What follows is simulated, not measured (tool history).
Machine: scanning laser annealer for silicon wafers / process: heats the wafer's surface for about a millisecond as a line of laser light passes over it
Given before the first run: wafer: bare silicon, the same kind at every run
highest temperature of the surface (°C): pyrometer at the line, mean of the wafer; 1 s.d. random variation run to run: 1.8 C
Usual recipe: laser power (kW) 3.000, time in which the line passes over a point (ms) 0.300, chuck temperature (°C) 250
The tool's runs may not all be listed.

| run | day | laser power (kW) | time in which the line passes over a point (ms) | chuck temperature (°C) | highest temperature of the surface (°C) |
|---|---|---|---|---|---|
| 1 | 0.000 | 3.000 | 0.300 | 250 | 1012 |
| 2 | 1.517 | 3.000 | 0.300 | 250 | 1010 |
|  | 2.771 | window over the wafer cleaned |
| 3 | 3.271 | 3.000 | 0.300 | 250 | 1013 |
| 4 | 6.300 | 3.000 | 0.300 | 250 | 1010 |
| 5 | 8.979 | 2.982 | 0.300 | 250 | 1004 |
| 6 | 10.904 | 2.982 | 0.300 | 289 | 1047 |
| 7 | 13.162 | 2.617 | 0.300 | 250 | 887 |
| 8 | 14.633 | 3.000 | 0.300 | 287 | 1049 |
| 9 | 16.971 | 3.000 | 0.300 | 287 | 1048 |
| 10 | 18.283 | 2.615 | 0.300 | 250 | 886 |
| 11 | 20.142 | 3.000 | 0.300 | 250 | 1010 |
| 12 | 22.479 | 3.000 | 0.282 | 250 | 983 |
| 13 | 25.083 | 3.000 | 0.282 | 250 | 983 |
| 14 | 28.150 | 3.000 | 0.282 | 250 | 986 |
| 15 | 30.554 | 3.000 | 0.300 | 250 | 1013 |
| 16 | 32.412 | 3.031 | 0.257 | 250 | 953 |
|  | 34.367 | window over the wafer cleaned |
| 17 | 35.575 | 3.012 | 0.257 | 210 | 909 |
| 18 | 38.650 | 3.012 | 0.257 | 210 | 909 |
| 19 | 40.750 | 2.899 | 0.300 | 287 | 1016 |
|  | 43.962 | optics aligned, line set to its width |
| 20 | 43.962 | 2.910 | 0.285 | 243 | 952 |
| 21 | 46.942 | 3.000 | 0.373 | 282 | 1148 |
| 22 | 49.883 | 2.692 | 0.377 | 250 | 1001 |
| 23 | 52.854 | 2.798 | 0.300 | 251 | 946 |
| 24 | 54.212 | 3.269 | 0.300 | 250 | 1102 |
| 25 | 56.967 | 2.897 | 0.233 | 250 | 878 |
| 26 | 59.275 | 2.897 | 0.278 | 211 | 906 |

Run 27 has not been measured yet. What should we expect?
| 27 | 61.254 | 3.181 | 0.376 | 272 | ? |

Run 27 yielded highest temperature of the surface (°C) 1208.
Were there no unlogged condition in the tool, this run, its random variation unchanged, would have produced highest temperature of the surface (°C) 1208.

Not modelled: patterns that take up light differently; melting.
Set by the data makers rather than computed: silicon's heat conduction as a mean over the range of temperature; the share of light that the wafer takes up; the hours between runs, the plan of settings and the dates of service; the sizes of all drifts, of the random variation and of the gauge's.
